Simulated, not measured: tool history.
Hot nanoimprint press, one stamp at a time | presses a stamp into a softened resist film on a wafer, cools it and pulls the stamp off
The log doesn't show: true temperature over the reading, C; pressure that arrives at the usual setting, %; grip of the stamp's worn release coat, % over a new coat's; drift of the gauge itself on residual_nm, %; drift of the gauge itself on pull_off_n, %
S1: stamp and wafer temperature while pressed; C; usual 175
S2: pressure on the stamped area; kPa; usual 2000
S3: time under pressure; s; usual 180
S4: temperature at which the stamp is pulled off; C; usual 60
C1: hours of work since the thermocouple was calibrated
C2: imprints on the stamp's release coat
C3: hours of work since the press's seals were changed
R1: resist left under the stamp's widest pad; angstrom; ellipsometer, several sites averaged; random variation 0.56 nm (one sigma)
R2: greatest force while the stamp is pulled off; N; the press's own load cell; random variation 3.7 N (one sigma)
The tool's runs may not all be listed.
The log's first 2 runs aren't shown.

run	hour	S1	S2	S3	S4	C1	C2	C3	R1	R2
3	42.9	175	2000	180	60	274	561	372	1610	211
4	65.1	175	2000	180	60	290	614	388	1617	213
5	85.6	175	2000	180	60	305	663	403	1609	223
6	97.9	175	2000	180	65	314	693	412	1614	195
7	114.5	175	2000	180	65	326	733	424	1612	195
8	129.7	175	2000	180	65	337	769	435	1612	187
9	141.8	175	2000	180	65	346	798	444	1614	196
10	155.4	175	2000	180	65	356	831	454	1599	192
11	180.3	175	2000	180	60	374	891	472	1606	224
12	199.5	175	2000	215	60	388	937	486	1491	235
# hour 214.6: stamp cleaned and given a new release coat
13	222.0	175	2000	215	60	400	17	498	1498	174
# hour 230.5: plate thermocouple calibrated
14	244.2	175	2000	180	60	10	64	512	1586	181
15	269.1	175	2000	93	60	28	123	530	2002	173
16	280.2	175	2000	149	60	36	150	538	1695	177
17	299.8	175	2220	260	63	50	197	552	1299	169
18	321.3	183	2220	260	61	66	249	568	931	188
19	338.3	183	2220	260	61	78	290	580	926	182
# hour 352.9: plate thermocouple calibrated, once more
20	361.3	174	2000	180	60	6	338	595	1721	197
21	378.6	175	2000	148	48	19	379	607	1779	279
22	393.9	175	2000	99	61	30	416	618	2044	196
23	405.8	184	2750	97	52	38	445	627	1314	251
24	425.7	184	2750	97	52	53	492	642	1306	259
25	436.9	184	2750	97	52	61	519	650	1310	263
26	459.0	175	2870	180	60	77	572	666	1433	213

Run 27 comes next. What will it give?
27	484.3	175	3190	180	54	95	633	684	?	?

R1: 1364 angstrom
R2: 264 N
Without the tool's hidden state the same run would have given R1 1310 angstrom, R2 214 N.
